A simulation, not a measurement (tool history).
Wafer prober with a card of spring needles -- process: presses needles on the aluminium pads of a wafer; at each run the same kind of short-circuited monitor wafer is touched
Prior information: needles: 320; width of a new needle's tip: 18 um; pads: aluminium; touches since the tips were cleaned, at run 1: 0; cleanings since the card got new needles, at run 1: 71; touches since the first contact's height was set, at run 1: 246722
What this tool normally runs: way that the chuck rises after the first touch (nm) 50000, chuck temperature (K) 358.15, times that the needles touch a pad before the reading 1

run,hour,way that the chuck rises after the first touch (nm),chuck temperature (K),times that the needles touch a pad before the reading,touches since the tips were cleaned,cleanings since the card got new needles,touches since the first contact's height was set,resistance of one needle with its contact and lead (mohm),way that a needle slides on the pad (nm)
1,0,50000,358.15,1,0,71,246722,250,13030
# hour 4.1: height of the first contact set anew
# hour 21.5: tips cleaned on abrasive film
2,28.1,50000,358.15,1,2958,72,10722,286,12830
# hour 44.5: tips cleaned on abrasive film
3,62.2,50000,358.15,1,7925,73,25922,317,12790
# hour 66: tips cleaned on abrasive film
# hour 86.7: tips cleaned on abrasive film
4,92.2,50000,358.15,1,2448,75,39237,297,12800
# hour 108.7: tips cleaned on abrasive film
# hour 128.7: tips cleaned on abrasive film
# hour 138.7: height of the first contact set anew, once more
5,140.6,50000,358.15,1,5209,77,861,302,13350
# hour 149.8: tips cleaned on abrasive film
# hour 171: tips cleaned on abrasive film
6,185.4,50000,358.15,1,6457,79,20832,312,13320
# hour 193: tips cleaned on abrasive film
# hour 216.4: tips cleaned on abrasive film
# hour 236.6: tips cleaned on abrasive film
7,237.9,50000,358.15,1,587,82,44190,260,13220
# hour 257.7: tips cleaned on abrasive film
8,276.4,50000,320.15,1,8353,83,61350,308,13290
# hour 280.2: tips cleaned on abrasive film
# hour 301: tips cleaned on abrasive film
9,301,50000,320.15,1,4,85,72283,239,13230
# hour 323.2: tips cleaned on abrasive film
10,338.4,50000,320.15,1,6808,86,88956,305,13220
# hour 344.6: tips cleaned on abrasive film
# hour 365.7: tips cleaned on abrasive film
# hour 386.7: tips cleaned on abrasive film
11,391.5,50000,320.15,1,2111,89,112566,275,13180
# hour 408.2: tips cleaned on abrasive film
12,418.4,50000,320.15,1,4602,90,124601,299,13160
# hour 429.4: tips cleaned on abrasive film
13,447.6,50000,320.15,1,8139,91,137592,307,13150
# hour 450.9: tips cleaned on abrasive film
# hour 471.1: tips cleaned on abrasive film
14,483.7,50000,320.15,1,5637,93,153685,300,13110
# hour 492.1: tips cleaned on abrasive film
# hour 515.2: tips cleaned on abrasive film
15,533.6,50000,358.15,1,8255,95,175910,315,13110
# hour 538.2: tips cleaned on abrasive film
# hour 559: tips cleaned on abrasive film
16,575.6,50000,390.15,1,7422,97,194586,323,13120
# hour 578.4: tips cleaned on abrasive film
# hour 598.1: tips cleaned on abrasive film
17,609.5,40000,381.15,3,5119,99,209703,291,10410

What will run 18 give?
# hour 618.2: tips cleaned on abrasive film
# hour 639.7: tips cleaned on abrasive film
18,645.9,40000,381.15,3,2771,101,225897,?,?

resistance of one needle with its contact and lead (mohm): 281
way that a needle slides on the pad (nm): 10370
Had the tool carried no hidden state, the very same run would have given resistance of one needle with its contact and lead (mohm) 255, way that a needle slides on the pad (nm) 10650.

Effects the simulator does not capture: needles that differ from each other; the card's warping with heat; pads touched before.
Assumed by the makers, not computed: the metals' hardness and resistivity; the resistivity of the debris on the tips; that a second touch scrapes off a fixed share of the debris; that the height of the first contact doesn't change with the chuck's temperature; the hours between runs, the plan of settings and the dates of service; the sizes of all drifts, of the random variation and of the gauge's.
